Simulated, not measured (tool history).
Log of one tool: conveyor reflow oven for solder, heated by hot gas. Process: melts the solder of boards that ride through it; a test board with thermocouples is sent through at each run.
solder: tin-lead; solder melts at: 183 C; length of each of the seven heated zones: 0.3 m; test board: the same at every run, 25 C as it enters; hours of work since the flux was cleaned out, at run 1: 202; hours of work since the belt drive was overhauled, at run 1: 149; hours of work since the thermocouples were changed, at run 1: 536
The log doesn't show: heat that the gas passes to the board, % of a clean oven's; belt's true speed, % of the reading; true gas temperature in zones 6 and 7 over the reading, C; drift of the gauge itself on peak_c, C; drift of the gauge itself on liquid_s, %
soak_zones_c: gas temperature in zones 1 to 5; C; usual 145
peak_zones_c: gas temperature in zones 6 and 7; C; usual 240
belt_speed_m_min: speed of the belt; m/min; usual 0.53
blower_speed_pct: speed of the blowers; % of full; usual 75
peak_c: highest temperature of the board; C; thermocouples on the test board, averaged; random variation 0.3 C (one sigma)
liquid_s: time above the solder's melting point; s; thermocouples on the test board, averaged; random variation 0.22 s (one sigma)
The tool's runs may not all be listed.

run	hour	soak_zones_c	peak_zones_c	belt_speed_m_min	blower_speed_pct	hours of work since the flux was cleaned out	hours of work since the belt drive was overhauled	hours of work since the thermocouples were changed	peak_c	liquid_s
1	0	145	240	0.53	75	202	149	536	225.9	58.4
2	7.5	145	240	0.53	75	207	154	541	225.9	58.5
3	15.7	145	240	0.53	75	213	160	547	226.3	58.4
4	27.9	145	240	0.53	75	221	168	555	225.8	58.7
5	33.9	145	240	0.53	84	225	172	559	227.4	59.4
6	45.5	145	240	0.53	84	233	180	567	227.3	59.5
7	58.2	145	240	0.53	84	242	189	576	227.5	59.2
8	68.6	145	240	0.53	84	249	196	583	228	59.6
9	74.2	145	240	0.53	84	253	200	587	227.5	59.4
10	80	145	240	0.455	75	257	204	591	230	71.1
11	90.5	145	240	0.54	75	264	211	598	225.5	57
12	97.3	145	240	0.54	75	269	216	603	225.3	56.9
13	103.1	145	240	0.54	75	273	220	607	225.3	57.4
14	111.8	145	240	0.54	75	279	226	613	225.2	57.2

The next listed run, before its measurement:
15	124.7	145	240	0.54	75	288	234	621	?	?

Run 15 gave peak_c 226 C, liquid_s 56.7 s.
Without the tool's hidden state the same run would have given peak_c 225.5 C, liquid_s 56.5 s.

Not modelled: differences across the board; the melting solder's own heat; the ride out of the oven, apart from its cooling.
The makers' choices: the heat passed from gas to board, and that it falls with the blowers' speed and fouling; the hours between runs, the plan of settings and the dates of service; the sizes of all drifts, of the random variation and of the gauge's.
